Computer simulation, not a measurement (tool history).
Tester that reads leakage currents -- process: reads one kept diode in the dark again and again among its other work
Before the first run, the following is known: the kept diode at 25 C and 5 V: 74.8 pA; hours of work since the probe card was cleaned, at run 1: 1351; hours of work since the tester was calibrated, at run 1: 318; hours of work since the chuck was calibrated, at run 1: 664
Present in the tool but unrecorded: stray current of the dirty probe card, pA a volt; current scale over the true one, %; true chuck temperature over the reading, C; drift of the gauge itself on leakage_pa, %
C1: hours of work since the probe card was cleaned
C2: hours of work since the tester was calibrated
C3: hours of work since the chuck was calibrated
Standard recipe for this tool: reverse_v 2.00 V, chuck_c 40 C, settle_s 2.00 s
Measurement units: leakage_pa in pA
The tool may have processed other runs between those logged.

Run 1, hour 0.0: usual settings; C1 1351; C2 318; C3 664. Result: leakage_pa 156.80 pA.
At hour 39.1: chuck's temperature calibrated.
Run 2, hour 119.3: usual settings but reverse_v 11.37 V; C1 1435; C2 402; C3 57. Result: leakage_pa 320.82 pA.
Run 3, hour 199.9: usual settings; C1 1492; C2 459; C3 115. Result: leakage_pa 171.00 pA.
Run 4, hour 347.7: usual settings; C1 1598; C2 565; C3 220. Result: leakage_pa 166.61 pA.
Run 5, hour 445.1: usual settings; C1 1667; C2 634; C3 290. Result: leakage_pa 165.52 pA.
Run 6, hour 542.9: usual settings; C1 1737; C2 704; C3 359. Result: leakage_pa 163.53 pA.
Run 7, hour 645.1: usual settings; C1 1810; C2 777; C3 432. Result: leakage_pa 161.42 pA.
Run 8, hour 748.3: usual settings; C1 1884; C2 851; C3 506. Result: leakage_pa 159.58 pA.
Run 9, hour 842.4: usual settings but chuck_c 26 C; C1 1951; C2 918; C3 573. Result: leakage_pa 54.80 pA.
At hour 857.6: probe card cleaned and baked.
Run 10, hour 955.0: usual settings but reverse_v 1.45 V, settle_s 2.81 s; C1 70; C2 996; C3 651. Result: leakage_pa 139.61 pA.
At hour 1013.0: chuck's temperature calibrated.
Run 11, hour 1134.7: usual settings but reverse_v 3.51 V, chuck_c 35 C, settle_s 2.63 s; C1 196; C2 1123; C3 87. Result: leakage_pa 148.44 pA.
Run 12, hour 1282.2: usual settings but reverse_v 4.92 V, chuck_c 31 C, settle_s 0.69 s; C1 302; C2 1228; C3 192. Result: leakage_pa 125.45 pA.

The next listed run, before its measurement:
Run 13, hour 1417.4: usual settings but reverse_v 4.92 V, chuck_c 31 C, settle_s 0.69 s; C1 398; C2 1325; C3 288. Result: leakage_pa ?.

leakage_pa: 124.10 pA
The same run, on a tool lacking any hidden state, would have yielded leakage_pa 122.22 pA.

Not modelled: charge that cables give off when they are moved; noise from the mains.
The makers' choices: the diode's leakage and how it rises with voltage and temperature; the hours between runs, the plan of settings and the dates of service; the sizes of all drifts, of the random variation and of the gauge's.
